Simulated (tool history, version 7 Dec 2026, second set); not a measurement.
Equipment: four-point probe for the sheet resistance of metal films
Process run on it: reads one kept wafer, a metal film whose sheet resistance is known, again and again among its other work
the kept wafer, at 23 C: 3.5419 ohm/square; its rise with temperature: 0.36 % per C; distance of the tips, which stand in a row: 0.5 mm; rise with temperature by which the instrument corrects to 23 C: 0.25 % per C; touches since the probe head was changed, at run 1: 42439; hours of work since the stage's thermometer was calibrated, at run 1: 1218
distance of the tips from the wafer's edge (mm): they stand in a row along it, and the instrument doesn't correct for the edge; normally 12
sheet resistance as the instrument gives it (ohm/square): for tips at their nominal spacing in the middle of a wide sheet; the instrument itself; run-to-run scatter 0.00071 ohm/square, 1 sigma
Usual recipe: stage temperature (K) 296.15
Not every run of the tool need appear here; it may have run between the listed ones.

| run | day | stage temperature (K) | distance of the tips from the wafer's edge (mm) | touches since the probe head was changed | hours of work since the stage's thermometer was calibrated | sheet resistance as the instrument gives it (ohm/square) |
|---|---|---|---|---|---|---|
| 1 | 0.000 | 296.15 | 12 | 42439 | 1218 | 3.523685 |
| 2 | 1.546 | 296.15 | 12 | 43268 | 1237 | 3.524039 |
| 3 | 2.850 | 301.15 | 12 | 43965 | 1254 | 3.541766 |
| 4 | 4.346 | 301.15 | 12 | 44768 | 1272 | 3.541778 |
| 5 | 5.483 | 301.15 | 12 | 45377 | 1286 | 3.541306 |
| 6 | 7.600 | 301.15 | 12 | 46510 | 1313 | 3.541877 |
| 7 | 9.704 | 301.15 | 12 | 47638 | 1339 | 3.540250 |
| 8 | 11.083 | 296.15 | 12 | 48377 | 1356 | 3.523122 |
| 9 | 12.492 | 299.15 | 12 | 49130 | 1373 | 3.533152 |
|  | 12.700 | stage's thermometer calibrated |
| 10 | 13.575 | 300.15 | 35 | 49701 | 11 | 3.532429 |
| 11 | 15.012 | 303.15 | 4 | 50470 | 29 | 3.572579 |
| 12 | 16.712 | 296.15 | 32 | 51381 | 50 | 3.518144 |
| 13 | 18.262 | 295.15 | 52 | 52213 | 69 | 3.512988 |
|  | 18.642 | stage's thermometer calibrated, once more |
| 14 | 19.475 | 306.15 | 5 | 52850 | 10 | 3.579276 |
| 15 | 21.375 | 306.15 | 5 | 53868 | 34 | 3.577684 |
| 16 | 22.342 | 303.15 | 55 | 54386 | 46 | 3.548765 |
| 17 | 23.954 | 303.15 | 55 | 55250 | 66 | 3.549035 |
| 18 | 25.904 | 303.15 | 55 | 56295 | 90 | 3.549104 |

Consider 5 possible next runs. They are alternatives, not a sequence: every one starts from the tool as it was left by run 18. What does each give?
| A | 26.962 | 293.15 | 55 | 56862 | 103 | ? |
| B | 26.962 | 307.15 | 25 | 56862 | 103 | ? |
| C | 26.962 | 306.15 | 27 | 56862 | 103 | ? |
| D | 26.962 | 297.15 | 12 | 56862 | 103 | ? |
| E | 26.962 | 302.15 | 8 | 56862 | 103 | ? |

| run | sheet resistance as the instrument gives it (ohm/square) |
|---|---|
| A | 3.511580 |
| B | 3.563401 |
| C | 3.559431 |
| D | 3.530341 |
| E | 3.552393 |
Take away the tool's hidden state, keep each run's random variation, and the runs would have read:
| run | sheet resistance as the instrument gives it (ohm/square) |
|---|---|
| A | 3.529819 |
| B | 3.581864 |
| C | 3.577876 |
| D | 3.548663 |
| E | 3.570812 |

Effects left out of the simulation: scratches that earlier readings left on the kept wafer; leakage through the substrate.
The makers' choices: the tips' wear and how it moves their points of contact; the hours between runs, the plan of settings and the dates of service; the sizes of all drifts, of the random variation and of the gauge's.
